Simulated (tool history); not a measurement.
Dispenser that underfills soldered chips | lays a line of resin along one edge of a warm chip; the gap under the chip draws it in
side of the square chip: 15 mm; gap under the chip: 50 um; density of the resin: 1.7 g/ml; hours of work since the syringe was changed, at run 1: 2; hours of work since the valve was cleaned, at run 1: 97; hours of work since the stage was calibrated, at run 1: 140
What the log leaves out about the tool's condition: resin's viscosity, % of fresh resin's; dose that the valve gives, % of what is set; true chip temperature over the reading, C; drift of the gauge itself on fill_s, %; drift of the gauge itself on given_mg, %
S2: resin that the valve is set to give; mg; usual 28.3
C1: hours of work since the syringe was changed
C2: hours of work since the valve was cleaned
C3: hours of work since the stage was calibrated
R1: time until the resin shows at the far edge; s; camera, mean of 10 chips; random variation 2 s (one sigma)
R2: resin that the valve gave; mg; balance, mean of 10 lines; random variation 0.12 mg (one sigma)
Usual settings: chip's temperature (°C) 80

{"run": 1, "hour": 0.0, "chip's temperature (°C)": 80, "S2": 28.3, "C1": 2, "C2": 97, "C3": 140, "R1": 217.4, "R2": 27.12}
{"run": 2, "hour": 6.9, "chip's temperature (°C)": 80, "S2": 28.3, "C1": 7, "C2": 102, "C3": 145, "R1": 283.1, "R2": 26.9}
{"hour": 10.8, "done": "new syringe of resin"}
{"run": 3, "hour": 11.2, "chip's temperature (°C)": 80, "S2": 28.3, "C1": 0, "C2": 104, "C3": 148, "R1": 202.6, "R2": 27.1}
{"run": 4, "hour": 14.9, "chip's temperature (°C)": 80, "S2": 28.3, "C1": 3, "C2": 107, "C3": 150, "R1": 231.7, "R2": 26.96}
{"run": 5, "hour": 18.8, "chip's temperature (°C)": 80, "S2": 28.3, "C1": 6, "C2": 110, "C3": 153, "R1": 277.4, "R2": 26.8}
{"run": 6, "hour": 23.0, "chip's temperature (°C)": 80, "S2": 28.3, "C1": 9, "C2": 113, "C3": 156, "R1": 337.7, "R2": 26.75}
{"hour": 24.5, "done": "new syringe of resin"}
{"run": 7, "hour": 27.1, "chip's temperature (°C)": 80, "S2": 28.3, "C1": 2, "C2": 115, "C3": 159, "R1": 218.9, "R2": 26.72}
{"run": 8, "hour": 31.6, "chip's temperature (°C)": 80, "S2": 24.6, "C1": 5, "C2": 118, "C3": 162, "R1": 278.4, "R2": 23.24}
{"run": 9, "hour": 36.5, "chip's temperature (°C)": 80, "S2": 24.6, "C1": 8, "C2": 122, "C3": 166, "R1": 341.2, "R2": 23.12}
{"hour": 38.1, "done": "new syringe of resin"}
{"run": 10, "hour": 40.0, "chip's temperature (°C)": 80, "S2": 24.6, "C1": 1, "C2": 124, "C3": 168, "R1": 213.3, "R2": 23.24}
{"run": 11, "hour": 44.0, "chip's temperature (°C)": 88, "S2": 24.6, "C1": 4, "C2": 127, "C3": 171, "R1": 177.4, "R2": 23.16}
{"run": 12, "hour": 47.9, "chip's temperature (°C)": 88, "S2": 24.6, "C1": 7, "C2": 130, "C3": 173, "R1": 207.1, "R2": 23.19}
{"hour": 52.0, "done": "new syringe of resin"}
{"run": 13, "hour": 53.9, "chip's temperature (°C)": 88, "S2": 24.6, "C1": 1, "C2": 134, "C3": 177, "R1": 153.7, "R2": 23.07}
{"run": 14, "hour": 57.5, "chip's temperature (°C)": 74, "S2": 28.3, "C1": 4, "C2": 136, "C3": 180, "R1": 331.7, "R2": 26.8}
{"run": 15, "hour": 63.4, "chip's temperature (°C)": 80, "S2": 28.3, "C1": 8, "C2": 140, "C3": 184, "R1": 320.3, "R2": 26.59}
{"hour": 65.5, "done": "new syringe of resin"}
{"run": 16, "hour": 69.2, "chip's temperature (°C)": 80, "S2": 28.3, "C1": 3, "C2": 144, "C3": 188, "R1": 224.2, "R2": 26.49}
{"run": 17, "hour": 74.1, "chip's temperature (°C)": 80, "S2": 27.5, "C1": 6, "C2": 148, "C3": 191, "R1": 277.6, "R2": 25.61}
{"hour": 76.3, "done": "dispensing valve cleaned and set on the balance"}
{"hour": 80.1, "done": "new syringe of resin"}
{"run": 18, "hour": 80.2, "chip's temperature (°C)": 80, "S2": 27.5, "C1": 0, "C2": 2, "C3": 195, "R1": 190.3, "R2": 27.34}
{"run": 19, "hour": 84.2, "chip's temperature (°C)": 88, "S2": 27.5, "C1": 3, "C2": 5, "C3": 197, "R1": 154.8, "R2": 27.6}
{"run": 20, "hour": 88.7, "chip's temperature (°C)": 91, "S2": 35.6, "C1": 6, "C2": 9, "C3": 201, "R1": 157.6, "R2": 35.66}
{"hour": 94.0, "done": "new syringe of resin"}
{"run": 21, "hour": 94.1, "chip's temperature (°C)": 72, "S2": 31, "C1": 0, "C2": 12, "C3": 204, "R1": 279.4, "R2": 30.7}
{"run": 22, "hour": 99.7, "chip's temperature (°C)": 72, "S2": 31, "C1": 4, "C2": 16, "C3": 208, "R1": 355.9, "R2": 30.92}
{"run": 23, "hour": 105.3, "chip's temperature (°C)": 67, "S2": 26.6, "C1": 8, "C2": 20, "C3": 212, "R1": 605.8, "R2": 26.43}
{"hour": 107.9, "done": "new syringe of resin"}
{"run": 24, "hour": 112.0, "chip's temperature (°C)": 67, "S2": 26.6, "C1": 3, "C2": 24, "C3": 217, "R1": 440.7, "R2": 26.47}
{"run": 25, "hour": 118.8, "chip's temperature (°C)": 81, "S2": 24.3, "C1": 8, "C2": 29, "C3": 221, "R1": 306.3, "R2": 24.06}
{"hour": 121.6, "done": "new syringe of resin"}
{"run": 26, "hour": 122.7, "chip's temperature (°C)": 87, "S2": 27.7, "C1": 1, "C2": 32, "C3": 224, "R1": 144.5, "R2": 27.46}
{"run": 27, "hour": 129.3, "chip's temperature (°C)": 87, "S2": 27.7, "C1": 5, "C2": 36, "C3": 229, "R1": 189.4, "R2": 27.41}
{"run": 28, "hour": 133.4, "chip's temperature (°C)": 87, "S2": 27.7, "C1": 8, "C2": 39, "C3": 232, "R1": 229.5, "R2": 27.25}
{"hour": 135.3, "done": "new syringe of resin"}
{"run": 29, "hour": 136.5, "chip's temperature (°C)": 87, "S2": 27.7, "C1": 1, "C2": 41, "C3": 233, "R1": 148.4, "R2": 27.22}
{"run": 30, "hour": 139.8, "chip's temperature (°C)": 90, "S2": 28.3, "C1": 3, "C2": 44, "C3": 236, "R1": 144.4, "R2": 27.72}
{"run": 31, "hour": 145.9, "chip's temperature (°C)": 91, "S2": 31.9, "C1": 8, "C2": 48, "C3": 240, "R1": 177.9, "R2": 31.22}
{"hour": 148.8, "done": "new syringe of resin"}
{"run": 32, "hour": 151.5, "chip's temperature (°C)": 91, "S2": 36, "C1": 2, "C2": 52, "C3": 244, "R1": 121.9, "R2": 34.9}
{"run": 33, "hour": 155.4, "chip's temperature (°C)": 91, "S2": 36, "C1": 5, "C2": 54, "C3": 247, "R1": 148.6, "R2": 34.98}
{"run": 34, "hour": 161.0, "chip's temperature (°C)": 90, "S2": 28.6, "C1": 9, "C2": 58, "C3": 251, "R1": 199.6, "R2": 27.84}
{"hour": 162.4, "done": "new syringe of resin"}
{"run": 35, "hour": 164.2, "chip's temperature (°C)": 72, "S2": 24.9, "C1": 1, "C2": 60, "C3": 253, "R1": 310.2, "R2": 24.46}

What if the next run were any one of these 3? Each begins from the tool's condition after run 35:
{"run": "A", "hour": 170.6, "chip's temperature (°C)": 67, "S2": 28.8, "C1": 6, "C2": 65, "C3": 257, "R1": "?", "R2": "?"}
{"run": "B", "hour": 170.6, "chip's temperature (°C)": 81, "S2": 24.8, "C1": 6, "C2": 65, "C3": 257, "R1": "?", "R2": "?"}
{"run": "C", "hour": 170.6, "chip's temperature (°C)": 88, "S2": 28.3, "C1": 6, "C2": 65, "C3": 257, "R1": "?", "R2": "?"}

run=A R1=505.5 R2=27.92
run=B R1=259.8 R2=24.32
run=C R1=179.3 R2=27.71
With no hidden state in the tool, these same runs would have given:
run=A R1=390.7 R2=28.75
run=B R1=198.3 R2=25.05
run=C R1=137 R2=28.54
